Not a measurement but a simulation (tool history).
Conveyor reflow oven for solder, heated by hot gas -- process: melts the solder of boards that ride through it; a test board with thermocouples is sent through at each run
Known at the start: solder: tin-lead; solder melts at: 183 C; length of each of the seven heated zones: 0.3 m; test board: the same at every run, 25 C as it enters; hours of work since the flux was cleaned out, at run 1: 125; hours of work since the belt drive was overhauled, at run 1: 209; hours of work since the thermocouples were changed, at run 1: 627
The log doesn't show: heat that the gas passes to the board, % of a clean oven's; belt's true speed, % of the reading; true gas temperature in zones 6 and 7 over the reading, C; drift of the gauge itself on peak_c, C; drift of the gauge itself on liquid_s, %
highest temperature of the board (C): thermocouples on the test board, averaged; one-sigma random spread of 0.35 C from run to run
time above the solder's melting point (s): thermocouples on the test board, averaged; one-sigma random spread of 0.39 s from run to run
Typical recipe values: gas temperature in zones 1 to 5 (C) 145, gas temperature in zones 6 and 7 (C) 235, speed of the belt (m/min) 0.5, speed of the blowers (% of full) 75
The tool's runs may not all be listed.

run     day  gas temperature in zones 1 to 5 (C)  gas temperature in zones 6 and 7 (C)  speed of the belt (m/min)  speed of the blowers (% of full)  hours of work since the flux was cleaned out  hours of work since the belt drive was overhauled  hours of work since the thermocouples were changed  highest temperature of the board (C)  time above the solder's melting point (s)
  1       0                                  145                                   235                        0.5                                75                                           125                                                209                                                 627                                 221.7                                       59.4
  2   1.175                                  145                                   235                        0.5                                75                                           138                                                221                                                 640                                 221.5                                       59.4
  3   2.346                                  145                                   235                        0.5                                75                                           150                                                234                                                 652                                 220.9                                       59.7
  4    3.05                                  145                                   235                        0.5                                75                                           157                                                241                                                 659                                 221.4                                         60
  5   3.558                                  145                                   235                        0.5                                75                                           163                                                246                                                 664                                 221.8                                       59.5
  6   4.579                                  145                                   235                        0.5                                75                                           173                                                257                                                 675                                 221.1                                       59.6
  7   5.571                                  145                                   225                        0.5                                75                                           184                                                267                                                 686                                 212.7                                       52.8
  8   6.688                                  145                                   235                        0.5                                75                                           195                                                279                                                 697                                 221.2                                       59.3
  9   7.692                                  145                                   235                        0.5                                67                                           206                                                290                                                 708                                 219.5                                       58.1
 10   8.592                                  145                                   233                        0.5                                75                                           215                                                299                                                 717                                 219.1                                         58
 11   9.183                                  145                                   233                        0.5                                75                                           222                                                305                                                 723                                 218.9                                       58.2
 12  10.192                                  145                                   240                        0.5                                75                                           232                                                316                                                 734                                 224.7                                       61.5
 13  10.754                                  145                                   240                        0.5                                75                                           238                                                322                                                 740                                 224.7                                       61.3
 14  11.388                                  145                                   235                        0.5                                88                                           245                                                328                                                 746                                   222                                         60
 15  12.125                                  138                                   235                        0.5                                75                                           252                                                336                                                 754                                 219.2                                       55.2
     12.429  -- flux residue cleaned out of gas plates and filters
 16  13.021                                  138                                   235                        0.5                                75                                             6                                                343                                                 761                                 222.4                                       57.6
     13.242  -- belt drive overhauled, speed set with a stopwatch
 17  13.975                                  151                                   245                      0.567                                50                                            14                                                  8                                                 770                                 223.2                                       55.2
 18  15.171                                  151                                   245                      0.567                                50                                            27                                                 20                                                 782                                 223.2                                       55.4
 19  15.967                                  151                                   245                      0.567                                50                                            35                                                 29                                                 790                                 223.5                                       55.9
     16.638  -- thermocouples of zones 6 and 7 changed
 20  16.808                                  151                                   245                      0.567                                50                                            43                                                 36                                                   2                                 222.4                                       54.3
     17.271  -- belt drive overhauled, speed set with a stopwatch, once more
 21  17.504                                  145                                   246                        0.5                                67                                            49                                                  2                                                   7                                   230                                       63.2
 22  18.492                                  145                                   235                      0.445                                72                                            59                                                 13                                                  18                                 223.4                                       68.7
 23  19.288                                  145                                   235                        0.5                                67                                            67                                                 21                                                  26                                 219.3                                       57.8
 24  20.312                                  145                                   235                        0.5                                67                                            78                                                 32                                                  37                                   219                                       57.7
 25  21.038                                  145                                   230                      0.497                                67                                            86                                                 39                                                  44                                 215.5                                       55.4
 26  21.817                                  145                                   235                      0.554                                75                                            94                                                 48                                                  52                                 217.7                                       51.6
 27  22.583                                  145                                   235                      0.554                                75                                           102                                                 56                                                  60                                   218                                         51
 28  23.354                                  146                                   235                        0.5                                75                                           110                                                 64                                                  69                                 220.4                                       59.3
 29  24.271                                  146                                   235                        0.5                                75                                           120                                                 73                                                  78                                 220.5                                       59.5
 30  24.825                                  145                                   235                        0.5                                58                                           125                                                 79                                                  84                                   218                                       56.4

A few steps of highest temperature of the board (C) between consecutive runs. Split each: what settings, incoming material and random variation would produce without the hidden state, and what is left over for the hidden state, along with gauge scatter present in only one of the two compared results (measured, and without hidden state):
Run 6 -> 7: gas temperature in zones 6 and 7 (C) 235 -> 225. highest temperature of the board (C) -8.4: hidden state +0, all else -8.4.
Run 7 -> 8: gas temperature in zones 6 and 7 (C) 225 -> 235. highest temperature of the board (C) +8.5: hidden state -0.2, all else +8.7.
Run 15 -> 16: flux residue cleaned out of gas plates and filters. highest temperature of the board (C) +3.2: hidden state +2.7, all else +0.5.
Run 19 -> 20: thermocouples of zones 6 and 7 changed. highest temperature of the board (C) -1.1: hidden state -1.5, all else +0.4.
Run 20 -> 21: gas temperature in zones 1 to 5 (C) 151 -> 145, gas temperature in zones 6 and 7 (C) 245 -> 246, speed of the belt (m/min) 0.567 -> 0.5, speed of the blowers (% of full) 50 -> 67, belt drive overhauled, speed set with a stopwatch, once more. highest temperature of the board (C) +7.6: hidden state -0.6, all else +8.2.
